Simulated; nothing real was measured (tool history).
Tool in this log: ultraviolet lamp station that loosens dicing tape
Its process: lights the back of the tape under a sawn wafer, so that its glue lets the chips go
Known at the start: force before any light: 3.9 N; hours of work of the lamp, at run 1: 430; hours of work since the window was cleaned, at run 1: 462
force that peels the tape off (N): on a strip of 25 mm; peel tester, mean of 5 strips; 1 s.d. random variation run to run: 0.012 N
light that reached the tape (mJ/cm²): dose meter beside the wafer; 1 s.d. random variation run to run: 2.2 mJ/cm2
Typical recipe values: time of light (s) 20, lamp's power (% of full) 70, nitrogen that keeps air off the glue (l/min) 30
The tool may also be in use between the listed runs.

run,day,time of light (s),lamp's power (% of full),nitrogen that keeps air off the glue (l/min),hours of work of the lamp,hours of work since the window was cleaned,force that peels the tape off (N),light that reached the tape (mJ/cm²)
1,0,20,70,30,430,462,0.686,168
2,0.379,20,70,30,437,469,0.698,172
3,0.817,20,70,30,445,477,0.693,164
4,1.096,20,70,30,450,482,0.673,169
5,1.688,18,70,30,461,493,0.836,153
6,2.158,20,70,53,470,502,0.464,165
7,2.638,16,70,30,479,510,0.954,134
8,2.917,16,70,30,484,516,0.953,132
9,3.45,10,70,30,494,525,1.65,81
10,4.042,10,70,30,505,536,1.595,84
11,4.65,20,71,30,516,548,0.672,167
12,4.996,20,71,30,522,554,0.662,170
13,5.617,20,96,30,534,566,0.372,227
14,6.1,20,70,30,543,574,0.702,166
15,6.542,20,70,30,551,583,0.716,165
16,7.046,20,70,30,560,592,0.726,164
17,7.612,20,70,30,571,602,0.74,164
18,7.979,20,70,30,577,609,0.718,163
19,8.4,20,70,30,585,617,0.742,164
# day 8.638: window cleaned of glue's vapour
20,8.758,20,70,10,591,2,1.205,172
21,9.133,20,70,30,598,9,0.663,171
22,9.654,20,70,30,608,19,0.662,174
23,10.05,38,73,25,615,26,0.183,338
24,10.488,38,73,25,623,34,0.185,339
25,10.754,38,73,25,628,39,0.177,340
26,11.258,20,70,44,638,49,0.506,173
27,11.808,35,70,23,648,59,0.26,296
28,12.333,19,71,23,658,68,0.842,163
29,12.804,18,70,18,666,77,1.045,153
30,13.196,20,70,59,673,84,0.459,168
31,13.842,37,70,19,685,96,0.293,313
32,14.308,12,69,30,694,105,1.389,98
33,14.725,12,69,30,702,113,1.368,99
34,15.229,17,72,30,711,122,0.825,144
35,15.858,17,69,22,723,134,1.056,141
36,16.304,32,70,30,731,142,0.275,269
37,16.85,23,71,10,741,152,1.09,199
38,17.379,23,71,19,751,162,0.708,192
39,17.692,27,71,19,757,167,0.573,227
40,18.158,27,71,19,765,176,0.579,228
41,18.75,22,91,19,776,187,0.518,237
42,19.346,20,64,30,787,198,0.814,152
43,19.8,24,79,46,796,206,0.286,226

Predict each of these 4 candidate next runs independently; none follows another, all start after run 43:
A,20.242,28,70,20,804,215,?,?
B,20.242,38,79,18,804,215,?,?
C,20.242,19,70,30,804,215,?,?
D,20.242,20,71,19,804,215,?,?

run,force that peels the tape off (N),light that reached the tape (mJ/cm²)
A,0.521,231
B,0.229,348
C,0.797,156
D,0.91,167
Without the tool's unlogged condition, the same runs would have read:
run,force that peels the tape off (N),light that reached the tape (mJ/cm²)
A,0.406,262
B,0.171,394
C,0.652,177
D,0.756,189
